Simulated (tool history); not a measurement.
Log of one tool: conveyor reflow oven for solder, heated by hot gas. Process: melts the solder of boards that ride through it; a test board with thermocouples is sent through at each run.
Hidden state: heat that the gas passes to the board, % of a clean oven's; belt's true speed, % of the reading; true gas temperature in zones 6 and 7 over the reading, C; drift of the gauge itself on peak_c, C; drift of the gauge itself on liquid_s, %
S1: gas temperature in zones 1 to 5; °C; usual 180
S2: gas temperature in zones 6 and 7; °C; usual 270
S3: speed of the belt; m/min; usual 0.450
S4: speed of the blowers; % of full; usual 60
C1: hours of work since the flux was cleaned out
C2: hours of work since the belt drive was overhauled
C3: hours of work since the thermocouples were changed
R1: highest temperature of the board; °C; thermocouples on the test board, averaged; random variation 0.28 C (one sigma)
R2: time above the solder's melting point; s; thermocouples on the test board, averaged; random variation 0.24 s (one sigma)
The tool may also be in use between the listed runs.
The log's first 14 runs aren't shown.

{"run": 15, "day": 4.454, "S1": 194, "S2": 270, "S3": 0.45, "S4": 60, "C1": 171, "C2": 137, "C3": 214, "R1": 254.6, "R2": 69.5}
{"run": 16, "day": 4.867, "S1": 194, "S2": 270, "S3": 0.45, "S4": 60, "C1": 177, "C2": 143, "C3": 220, "R1": 254.0, "R2": 70.1}
{"run": 17, "day": 5.058, "S1": 170, "S2": 280, "S3": 0.45, "S4": 60, "C1": 179, "C2": 145, "C3": 222, "R1": 258.1, "R2": 62.7}
{"run": 18, "day": 5.375, "S1": 167, "S2": 278, "S3": 0.454, "S4": 52, "C1": 184, "C2": 150, "C3": 227, "R1": 252.0, "R2": 55.6}
{"run": 19, "day": 5.575, "S1": 180, "S2": 272, "S3": 0.45, "S4": 60, "C1": 187, "C2": 152, "C3": 229, "R1": 252.8, "R2": 62.4}
{"run": 20, "day": 5.862, "S1": 180, "S2": 272, "S3": 0.45, "S4": 57, "C1": 191, "C2": 156, "C3": 233, "R1": 252.7, "R2": 61.6}
{"run": 21, "day": 6.258, "S1": 178, "S2": 268, "S3": 0.525, "S4": 65, "C1": 196, "C2": 162, "C3": 239, "R1": 245.3, "R2": 45.8}
{"run": 22, "day": 6.7, "S1": 178, "S2": 268, "S3": 0.525, "S4": 65, "C1": 203, "C2": 168, "C3": 245, "R1": 245.6, "R2": 45.8}
{"run": 23, "day": 7.1, "S1": 183, "S2": 270, "S3": 0.45, "S4": 64, "C1": 208, "C2": 174, "C3": 251, "R1": 253.6, "R2": 63.6}
{"run": 24, "day": 7.538, "S1": 183, "S2": 285, "S3": 0.507, "S4": 52, "C1": 214, "C2": 180, "C3": 257, "R1": 257.0, "R2": 57.3}
{"run": 25, "day": 7.833, "S1": 176, "S2": 266, "S3": 0.369, "S4": 61, "C1": 218, "C2": 184, "C3": 261, "R1": 253.7, "R2": 76.6}
{"run": 26, "day": 8.146, "S1": 176, "S2": 266, "S3": 0.369, "S4": 61, "C1": 223, "C2": 188, "C3": 266, "R1": 253.7, "R2": 76.4}
{"run": 27, "day": 8.404, "S1": 176, "S2": 266, "S3": 0.369, "S4": 61, "C1": 226, "C2": 192, "C3": 269, "R1": 253.4, "R2": 76.6}
{"run": 28, "day": 8.671, "S1": 166, "S2": 273, "S3": 0.468, "S4": 72, "C1": 230, "C2": 196, "C3": 273, "R1": 253.6, "R2": 55.1}
{"run": 29, "day": 8.975, "S1": 166, "S2": 273, "S3": 0.468, "S4": 72, "C1": 234, "C2": 200, "C3": 277, "R1": 253.0, "R2": 55.4}
{"run": 30, "day": 9.212, "S1": 167, "S2": 270, "S3": 0.475, "S4": 72, "C1": 238, "C2": 203, "C3": 280, "R1": 249.5, "R2": 52.3}
{"run": 31, "day": 9.538, "S1": 180, "S2": 270, "S3": 0.45, "S4": 75, "C1": 242, "C2": 208, "C3": 285, "R1": 254.7, "R2": 64.2}
{"run": 32, "day": 9.783, "S1": 173, "S2": 270, "S3": 0.398, "S4": 57, "C1": 246, "C2": 211, "C3": 288, "R1": 253.1, "R2": 68.1}

Forecast each of these 3 alternatives for the next run:
{"run": "A", "day": 10.038, "S1": 180, "S2": 270, "S3": 0.422, "S4": 60, "C1": 249, "C2": 215, "C3": 292, "R1": "?", "R2": "?"}
{"run": "B", "day": 10.038, "S1": 173, "S2": 263, "S3": 0.487, "S4": 57, "C1": 249, "C2": 215, "C3": 292, "R1": "?", "R2": "?"}
{"run": "C", "day": 10.038, "S1": 180, "S2": 270, "S3": 0.45, "S4": 56, "C1": 249, "C2": 215, "C3": 292, "R1": "?", "R2": "?"}

run=A R1=252.7 R2=67.0
run=B R1=239.7 R2=42.8
run=C R1=249.9 R2=59.8
Without the tool's hidden state the same runs would have given:
run=A R1=254.5 R2=68.2
run=B R1=241.6 R2=44.9
run=C R1=251.7 R2=61.2
